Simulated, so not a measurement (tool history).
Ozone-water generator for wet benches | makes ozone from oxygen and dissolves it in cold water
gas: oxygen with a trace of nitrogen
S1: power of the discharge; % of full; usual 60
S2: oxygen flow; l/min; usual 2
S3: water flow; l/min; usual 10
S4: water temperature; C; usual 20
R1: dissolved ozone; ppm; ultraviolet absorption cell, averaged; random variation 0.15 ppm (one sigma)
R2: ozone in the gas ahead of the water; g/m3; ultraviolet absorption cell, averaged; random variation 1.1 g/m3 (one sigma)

run    hour  S1    S2  S3  S4    R1     R2
  1       0  60     2  10  20  17.7  203.1
  2    56.6  60     2  10  20  17.5  204.3
  3   101.4  60     2  10  20  17.8  205.3
  4   190.6  60     2  10  20  17.7  202.4
  5   282.4  60     2  10  20  17.9  202.7
        309  -- contactor cleaned
  6   340.8  60     2  10  20  17.8  202.7
  7     403  60     2  11  20  16.3  201.6
  8   477.9  60     2  11  16  16.7  204.4
  9   556.7  81     2  11  16  20.1  244.4
 10   612.7  81     2  11  16  20.3  241.8
 11   666.7  81     2  11  16  20.3  240.6
 12   763.4  81     2  11  16  20.6  241.9
 13   820.4  81     2  11  16  20.3  243.7
 14   898.7  60     2  10  20  17.8  203.1
 15   944.2  60     2  10  20    18    202
 16  1042.6  60     2  10  20  17.8  205.9
 17  1140.9  60  1.67   6  20  26.9  215.7
 18  1214.3  57  1.41  12  18  13.3  226.1
 19  1261.2  57  1.41  12  18  13.2  224.7
 20  1319.4  57  1.41  12  18  13.1    226
 21  1363.9  59     2  10  20  17.7    202
 22  1435.2  59     2  10  20  17.5  201.3
 23  1504.6  53     2  16  20    10  190.1
 24  1601.2  80     3  10  20  22.4  205.6
 25  1667.5  80     3  10  20  22.2  206.4
 26  1733.2  52     2   8  20  19.9  187.1
 27  1803.6  60  3.32  10  16  20.8  168.7
 28    1895  60  3.32  10  16  20.5    169
 29  1995.8  64  1.33   7  20  23.5  246.6
 30  2084.8  86  1.28  11  20  17.6    298
 31    2145  44  1.28  11  13  12.6  199.9
 32  2242.8  44  1.28  11  13  12.6  201.5

Forecast each of these 5 alternatives for the next run:
  A  2323.2   41  1.12   9  13   ?   ?
  B  2323.2   71  3.23  10  13   ?   ?
  C  2323.2   44  1.65  11  27   ?   ?
  D  2323.2   60  2.25  10  20   ?   ?
  E  2323.2  100  1.28  11  27   ?   ?

run    R1     R2
  A  14.5    204
  B  23.5  185.3
  C  11.9  182.2
  D  18.3  194.4
  E    18    325
Without the tool's hidden state the same runs would have given:
run    R1     R2
  A  14.5  204.1
  B  23.6  185.4
  C  11.9  182.3
  D  18.3  194.6
  E    18  325.3
